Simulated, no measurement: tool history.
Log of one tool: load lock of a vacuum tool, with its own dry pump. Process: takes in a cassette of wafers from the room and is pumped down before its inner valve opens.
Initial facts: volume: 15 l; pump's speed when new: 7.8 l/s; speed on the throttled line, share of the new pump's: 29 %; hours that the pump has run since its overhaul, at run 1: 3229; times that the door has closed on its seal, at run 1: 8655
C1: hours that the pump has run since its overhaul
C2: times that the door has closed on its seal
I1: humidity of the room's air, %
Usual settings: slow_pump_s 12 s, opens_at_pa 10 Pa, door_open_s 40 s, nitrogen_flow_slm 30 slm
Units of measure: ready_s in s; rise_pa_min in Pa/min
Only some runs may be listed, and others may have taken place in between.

run 1 hour=0 | slow_pump_s=12 opens_at_pa=10 door_open_s=40 nitrogen_flow_slm=30 | C1=3229 C2=8655 | I1=45.5 | ready_s=27.5 rise_pa_min=0.059
run 2 hour=228 | slow_pump_s=12 opens_at_pa=10 door_open_s=40 nitrogen_flow_slm=30 | C1=3457 C2=9266 | I1=46.3 | ready_s=27 rise_pa_min=0.063
run 3 hour=597.7 | slow_pump_s=12 opens_at_pa=10 door_open_s=40 nitrogen_flow_slm=30 | C1=3827 C2=10257 | I1=45.3 | ready_s=27.1 rise_pa_min=0.072
run 4 hour=854.4 | slow_pump_s=12 opens_at_pa=10 door_open_s=40 nitrogen_flow_slm=30 | C1=4083 C2=10945 | I1=48.7 | ready_s=27.4 rise_pa_min=0.08
run 5 hour=1277.5 | slow_pump_s=12 opens_at_pa=10 door_open_s=40 nitrogen_flow_slm=30 | C1=4506 C2=12080 | I1=45.7 | ready_s=28.3 rise_pa_min=0.078
run 6 hour=1591.5 | slow_pump_s=12 opens_at_pa=10 door_open_s=40 nitrogen_flow_slm=30 | C1=4820 C2=12921 | I1=45 | ready_s=28.2 rise_pa_min=0.084
run 7 hour=2012.1 | slow_pump_s=12 opens_at_pa=10 door_open_s=40 nitrogen_flow_slm=30 | C1=5241 C2=14049 | I1=48.7 | ready_s=28.1 rise_pa_min=0.089
run 8 hour=2503.2 | slow_pump_s=12 opens_at_pa=13 door_open_s=40 nitrogen_flow_slm=30 | C1=5732 C2=15365 | I1=46.6 | ready_s=28.1 rise_pa_min=0.099
run 9 hour=2990.8 | slow_pump_s=12 opens_at_pa=13 door_open_s=40 nitrogen_flow_slm=30 | C1=6220 C2=16672 | I1=44.4 | ready_s=27.9 rise_pa_min=0.108
run 10 hour=3379.4 | slow_pump_s=12 opens_at_pa=13 door_open_s=40 nitrogen_flow_slm=30 | C1=6608 C2=17714 | I1=44.5 | ready_s=28.1 rise_pa_min=0.112
run 11 hour=3747.4 | slow_pump_s=12 opens_at_pa=13 door_open_s=40 nitrogen_flow_slm=30 | C1=6976 C2=18700 | I1=44.9 | ready_s=28.4 rise_pa_min=0.116
run 12 hour=4051.9 | slow_pump_s=12 opens_at_pa=10 door_open_s=26 nitrogen_flow_slm=37 | C1=7281 C2=19516 | I1=43 | ready_s=29.1 rise_pa_min=0.121
run 13 hour=4266.9 | slow_pump_s=12 opens_at_pa=10 door_open_s=98 nitrogen_flow_slm=37 | C1=7496 C2=20093 | I1=44.8 | ready_s=28.8 rise_pa_min=0.144
run 14 hour=4729.4 | slow_pump_s=12 opens_at_pa=18 door_open_s=88 nitrogen_flow_slm=37 | C1=7958 C2=21332 | I1=45.8 | ready_s=28 rise_pa_min=0.148
run 15 hour=5237.9 | slow_pump_s=12 opens_at_pa=18 door_open_s=88 nitrogen_flow_slm=37 | C1=8467 C2=22695 | I1=43.6 | ready_s=29 rise_pa_min=0.154
run 16 hour=5730.3 | slow_pump_s=12 opens_at_pa=18 door_open_s=88 nitrogen_flow_slm=37 | C1=8959 C2=24015 | I1=47.4 | ready_s=28.1 rise_pa_min=0.174
run 17 hour=6058.8 | slow_pump_s=15 opens_at_pa=10 door_open_s=140 nitrogen_flow_slm=30 | C1=9288 C2=24896 | I1=44.7 | ready_s=31.5 rise_pa_min=0.195
run 18 hour=6532.9 | slow_pump_s=15 opens_at_pa=10 door_open_s=140 nitrogen_flow_slm=30 | C1=9762 C2=26167 | I1=42.9 | ready_s=32.2 rise_pa_min=0.206
run 19 hour=6949.9 | slow_pump_s=15 opens_at_pa=10 door_open_s=140 nitrogen_flow_slm=30 | C1=10179 C2=27284 | I1=45.8 | ready_s=33.2 rise_pa_min=0.212
-- hour=6989.4 dry pump taken out, an overhauled one fitted
run 20 hour=7335 | slow_pump_s=15 opens_at_pa=10 door_open_s=118 nitrogen_flow_slm=10 | C1=346 C2=28300 | I1=45.7 | ready_s=28.2 rise_pa_min=0.232

3 options for the next run, each taken on its own from the tool as it stands now. Forecast them:
run A hour=7732.4 | slow_pump_s=20 opens_at_pa=10 door_open_s=223 nitrogen_flow_slm=30 | C1=743 C2=29366 | I1=43.8 | ready_s=? rise_pa_min=?
run B hour=7732.4 | slow_pump_s=15 opens_at_pa=12 door_open_s=118 nitrogen_flow_slm=17 | C1=743 C2=29366 | I1=42.8 | ready_s=? rise_pa_min=?
run C hour=7732.4 | slow_pump_s=12 opens_at_pa=19 door_open_s=40 nitrogen_flow_slm=30 | C1=743 C2=29366 | I1=46.4 | ready_s=? rise_pa_min=?

run=A ready_s=32.1 rise_pa_min=0.251
run=B ready_s=28.8 rise_pa_min=0.231
run=C ready_s=24.5 rise_pa_min=0.198
What these runs would have given with no unlogged condition in the tool:
run=A ready_s=31.9 rise_pa_min=0.079
run=B ready_s=28.5 rise_pa_min=0.062
run=C ready_s=24.2 rise_pa_min=0.027

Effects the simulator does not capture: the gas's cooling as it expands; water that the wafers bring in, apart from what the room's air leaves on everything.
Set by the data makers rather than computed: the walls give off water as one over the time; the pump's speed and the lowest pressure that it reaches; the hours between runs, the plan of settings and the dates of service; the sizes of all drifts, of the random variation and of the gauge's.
